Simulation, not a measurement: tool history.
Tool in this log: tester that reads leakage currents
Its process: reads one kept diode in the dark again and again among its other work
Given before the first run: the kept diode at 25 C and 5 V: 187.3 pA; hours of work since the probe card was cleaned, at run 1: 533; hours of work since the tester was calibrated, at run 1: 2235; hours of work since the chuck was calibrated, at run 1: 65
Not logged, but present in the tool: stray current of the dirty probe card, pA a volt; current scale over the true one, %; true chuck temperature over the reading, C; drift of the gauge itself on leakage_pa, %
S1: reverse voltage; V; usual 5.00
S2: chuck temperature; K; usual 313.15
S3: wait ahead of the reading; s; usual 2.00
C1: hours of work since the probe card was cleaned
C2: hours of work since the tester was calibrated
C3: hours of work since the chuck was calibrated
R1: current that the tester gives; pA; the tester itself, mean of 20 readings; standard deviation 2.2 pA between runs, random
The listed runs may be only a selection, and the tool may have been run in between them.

run 1 hour=0.0 | S1=5.00 S2=313.15 S3=2.00 | C1=533 C2=2235 C3=65 | R1=738.75
run 2 hour=64.2 | S1=5.00 S2=298.15 S3=2.00 | C1=573 C2=2275 C3=106 | R1=190.33
run 3 hour=119.1 | S1=14.08 S2=313.15 S3=2.00 | C1=608 C2=2310 C3=140 | R1=1223.23
run 4 hour=192.0 | S1=5.00 S2=315.15 S3=2.00 | C1=654 C2=2355 C3=186 | R1=867.77
run 5 hour=248.3 | S1=5.00 S2=315.15 S3=2.00 | C1=689 C2=2391 C3=222 | R1=859.58
run 6 hour=288.9 | S1=1.29 S2=321.15 S3=0.70 | C1=715 C2=2416 C3=247 | R1=732.08
run 7 hour=367.3 | S1=1.29 S2=321.15 S3=0.70 | C1=764 C2=2466 C3=296 | R1=729.81
run 8 hour=411.4 | S1=1.29 S2=321.15 S3=0.70 | C1=792 C2=2493 C3=324 | R1=728.70
run 9 hour=503.3 | S1=1.29 S2=321.15 S3=0.70 | C1=849 C2=2551 C3=382 | R1=728.55
run 10 hour=569.4 | S1=6.04 S2=305.15 S3=1.93 | C1=891 C2=2593 C3=424 | R1=390.43

Each row is a separate what-if for the run after 10, all from the same tool condition, not one after another. Results?
run A hour=641.1 | S1=9.39 S2=318.15 S3=4.21 | C1=936 C2=2638 C3=469 | R1=?
run B hour=641.1 | S1=6.04 S2=331.15 S3=0.35 | C1=936 C2=2638 C3=469 | R1=?
run C hour=641.1 | S1=9.56 S2=305.15 S3=2.10 | C1=936 C2=2638 C3=469 | R1=?
run D hour=641.1 | S1=5.00 S2=304.15 S3=0.37 | C1=936 C2=2638 C3=469 | R1=?

run=A R1=1488.41
run=B R1=3453.30
run=C R1=490.60
run=D R1=327.73
Had the tool no hidden state, the same runs would have come out as:
run=A R1=1521.24
run=B R1=3533.16
run=C R1=496.90
run=D R1=333.23
